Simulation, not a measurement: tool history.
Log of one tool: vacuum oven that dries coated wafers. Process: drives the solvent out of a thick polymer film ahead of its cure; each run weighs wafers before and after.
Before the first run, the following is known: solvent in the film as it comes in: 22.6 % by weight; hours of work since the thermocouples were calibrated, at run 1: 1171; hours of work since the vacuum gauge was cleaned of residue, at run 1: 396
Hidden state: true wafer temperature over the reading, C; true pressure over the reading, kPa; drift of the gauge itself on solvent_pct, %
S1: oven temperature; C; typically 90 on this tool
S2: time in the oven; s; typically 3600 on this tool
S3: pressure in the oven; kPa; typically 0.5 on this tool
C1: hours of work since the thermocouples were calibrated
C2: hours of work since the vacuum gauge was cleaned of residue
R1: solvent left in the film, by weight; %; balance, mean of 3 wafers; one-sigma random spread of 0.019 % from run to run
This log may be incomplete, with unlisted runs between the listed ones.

{"run": 1, "hour": 0.0, "S1": 90, "S2": 3600, "S3": 0.5, "C1": 1171, "C2": 396, "R1": 2.21}
{"hour": 16.1, "done": "oven's thermocouples calibrated"}
{"run": 2, "hour": 29.5, "S1": 90, "S2": 3600, "S3": 0.5, "C1": 9, "C2": 415, "R1": 2.42}
{"run": 3, "hour": 74.3, "S1": 90, "S2": 3600, "S3": 0.272, "C1": 41, "C2": 447, "R1": 2.33}
{"run": 4, "hour": 114.8, "S1": 90, "S2": 3600, "S3": 0.272, "C1": 69, "C2": 475, "R1": 2.31}
{"run": 5, "hour": 140.4, "S1": 90, "S2": 3180, "S3": 0.5, "C1": 87, "C2": 493, "R1": 3.05}
{"run": 6, "hour": 174.9, "S1": 90, "S2": 3180, "S3": 0.5, "C1": 111, "C2": 517, "R1": 3.01}
{"run": 7, "hour": 203.7, "S1": 90, "S2": 4380, "S3": 0.5, "C1": 131, "C2": 537, "R1": 1.7}
{"run": 8, "hour": 232.8, "S1": 90, "S2": 4680, "S3": 0.5, "C1": 152, "C2": 557, "R1": 1.47}
{"run": 9, "hour": 259.5, "S1": 90, "S2": 4680, "S3": 0.5, "C1": 170, "C2": 576, "R1": 1.42}
{"run": 10, "hour": 280.3, "S1": 90, "S2": 3600, "S3": 0.5, "C1": 185, "C2": 591, "R1": 2.44}

The next listed run, before its measurement:
{"run": 11, "hour": 312.6, "S1": 99, "S2": 2100, "S3": 0.476, "C1": 207, "C2": 613, "R1": "?"}

{"run 11": {"R1": 3.25}}
If the tool had no hidden condition, the same run with the same run-to-run variation would have returned R1 3.21 %.
